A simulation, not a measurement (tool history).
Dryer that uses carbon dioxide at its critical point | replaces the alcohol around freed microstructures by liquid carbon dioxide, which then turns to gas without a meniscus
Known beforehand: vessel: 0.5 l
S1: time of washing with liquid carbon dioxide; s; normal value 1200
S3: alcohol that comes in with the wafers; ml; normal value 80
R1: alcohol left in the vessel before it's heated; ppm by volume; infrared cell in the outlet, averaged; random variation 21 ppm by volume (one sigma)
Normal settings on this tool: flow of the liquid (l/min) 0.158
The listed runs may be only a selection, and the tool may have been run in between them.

Run 1, day 0: usual settings. Result: R1 1795 ppm by volume.
Run 2, day 0.633: usual settings. Result: R1 1826 ppm by volume.
Run 3, day 1.058: usual settings but S1 1260 s. Result: R1 1436 ppm by volume.
Run 4, day 1.442: usual settings but S1 1260 s. Result: R1 1442 ppm by volume.
Run 5, day 2.083: usual settings but S1 1260 s. Result: R1 1513 ppm by volume.
Run 6, day 2.746: usual settings but S1 1260 s, S3 67 ml. Result: R1 1246 ppm by volume.
Run 7, day 3.558: usual settings. Result: R1 1865 ppm by volume.
Run 8, day 4.267: usual settings. Result: R1 1817 ppm by volume.
Run 9, day 4.829: usual settings but S1 960 s. Result: R1 4638 ppm by volume.
Run 10, day 5.538: usual settings but S3 102 ml. Result: R1 2410 ppm by volume.
Run 11, day 6.071: usual settings but S3 102 ml. Result: R1 2415 ppm by volume.
Run 12, day 6.542: usual settings. Result: R1 1865 ppm by volume.
Run 13, day 7.071: usual settings. Result: R1 1883 ppm by volume.
Run 14, day 7.467: usual settings. Result: R1 1904 ppm by volume.
Run 15, day 8.271: usual settings. Result: R1 1877 ppm by volume.
Run 16, day 8.779: usual settings. Result: R1 1911 ppm by volume.
Run 17, day 9.179: usual settings. Result: R1 1924 ppm by volume.
Run 18, day 9.625: usual settings. Result: R1 1991 ppm by volume.
Run 19, day 10.417: usual settings but S1 1320 s. Result: R1 1269 ppm by volume.
Run 20, day 11.221: usual settings but S1 1320 s. Result: R1 1268 ppm by volume.
Run 21, day 11.733: usual settings but S1 1320 s. Result: R1 1271 ppm by volume.
Run 22, day 12.292: usual settings but S1 1320 s. Result: R1 1283 ppm by volume.
Run 23, day 12.946: usual settings but S3 58 ml. Result: R1 1452 ppm by volume.
Run 24, day 13.688: usual settings but S3 58 ml. Result: R1 1458 ppm by volume.
Run 25, day 14.071: usual settings but S1 1140 s, flow of the liquid (l/min) 0.096, S3 117 ml. Result: R1 19309 ppm by volume.
Run 26, day 14.683: usual settings but S1 1020 s, flow of the liquid (l/min) 0.229, S3 40 ml. Result: R1 359 ppm by volume.
Run 27, day 15.492: usual settings but S3 91 ml. Result: R1 2282 ppm by volume.
Run 28, day 16.146: usual settings but S1 780 s, flow of the liquid (l/min) 0.212, S3 26 ml. Result: R1 1101 ppm by volume.

Expected results for the next run?
Run 29, day 16.738: usual settings but S1 780 s, flow of the liquid (l/min) 0.212, S3 26 ml. Result: R1 ?.

Logged for run 29: R1 1101 ppm by volume.
Take away the tool's hidden state, keep the run-to-run variation as it was, and the same run would have given R1 746 ppm by volume.

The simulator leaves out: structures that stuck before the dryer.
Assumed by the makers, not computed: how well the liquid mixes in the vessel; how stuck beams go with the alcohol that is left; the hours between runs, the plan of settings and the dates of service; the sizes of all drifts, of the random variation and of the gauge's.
